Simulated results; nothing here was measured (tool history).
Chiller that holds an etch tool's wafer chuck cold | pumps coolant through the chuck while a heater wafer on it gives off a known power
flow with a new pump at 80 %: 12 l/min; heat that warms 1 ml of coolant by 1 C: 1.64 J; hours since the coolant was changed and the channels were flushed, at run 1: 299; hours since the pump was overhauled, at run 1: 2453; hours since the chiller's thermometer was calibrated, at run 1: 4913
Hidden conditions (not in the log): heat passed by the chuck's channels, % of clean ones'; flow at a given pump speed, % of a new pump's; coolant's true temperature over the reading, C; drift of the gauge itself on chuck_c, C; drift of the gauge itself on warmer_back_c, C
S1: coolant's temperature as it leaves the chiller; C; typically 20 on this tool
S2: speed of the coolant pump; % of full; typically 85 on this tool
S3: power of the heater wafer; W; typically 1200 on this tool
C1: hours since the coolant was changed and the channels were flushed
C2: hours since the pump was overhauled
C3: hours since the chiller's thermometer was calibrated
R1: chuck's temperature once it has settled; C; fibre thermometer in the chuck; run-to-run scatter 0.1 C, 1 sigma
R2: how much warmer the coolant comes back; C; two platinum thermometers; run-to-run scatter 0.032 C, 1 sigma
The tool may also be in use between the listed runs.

Run 1, hour 0: usual settings; C1 299; C2 2453; C3 4913. Result: R1 32.9 C, R2 3.54 C.
Run 2, hour 55.5: usual settings; C1 355; C2 2509; C3 4969. Result: R1 32.9 C, R2 3.56 C.
Run 3, hour 115.5: usual settings; C1 415; C2 2569; C3 5029. Result: R1 33.1 C, R2 3.55 C.
Run 4, hour 229.6: usual settings; C1 529; C2 2683; C3 5143. Result: R1 33.1 C, R2 3.55 C.
Run 5, hour 311: usual settings; C1 610; C2 2764; C3 5225. Result: R1 33.1 C, R2 3.58 C.
Run 6, hour 425.1: usual settings; C1 724; C2 2879; C3 5339. Result: R1 33.2 C, R2 3.62 C.
Run 7, hour 483.6: usual settings but S1 19 C, S2 89 % of full, S3 1021 W; C1 783; C2 2937; C3 5397. Result: R1 29.7 C, R2 2.85 C.
Run 8, hour 600.4: usual settings but S1 19 C, S2 89 % of full, S3 1335 W; C1 900; C2 3054; C3 5514. Result: R1 33 C, R2 3.81 C.
At hour 634.1: chiller's thermometer calibrated.
Run 9, hour 692.1: usual settings but S2 66 % of full, S3 624 W; C1 990; C2 3144; C3 58. Result: R1 28.8 C, R2 2.35 C.
Run 10, hour 756.2: usual settings but S2 84 % of full, S3 852 W; C1 1055; C2 3209; C3 122. Result: R1 29.8 C, R2 2.58 C.
Run 11, hour 832.9: usual settings but S1 16 C, S2 84 % of full, S3 754 W; C1 1131; C2 3285; C3 199. Result: R1 24.7 C, R2 2.28 C.

What if the next run were any one of these 3? Each begins from the tool's condition after run 11:
Run A, hour 884.8: usual settings but S1 10 C, S2 65 % of full, S3 754 W; C1 1183; C2 3337; C3 251. Result: R1 ?, R2 ?.
Run B, hour 884.8: usual settings but S1 11 C, S2 96 % of full, S3 645 W; C1 1183; C2 3337; C3 251. Result: R1 ?, R2 ?.
Run C, hour 884.8: usual settings but S1 16 C, S2 73 % of full, S3 754 W; C1 1183; C2 3337; C3 251. Result: R1 ?, R2 ?.

run    R1    R2
  A  20.6  2.96
  B  17.4  1.73
  C    26  2.68
With the hidden condition removed and each run's random variation left untouched, the same runs would have given:
run    R1    R2
  A    20  2.84
  B    17  1.66
  C  25.4  2.58
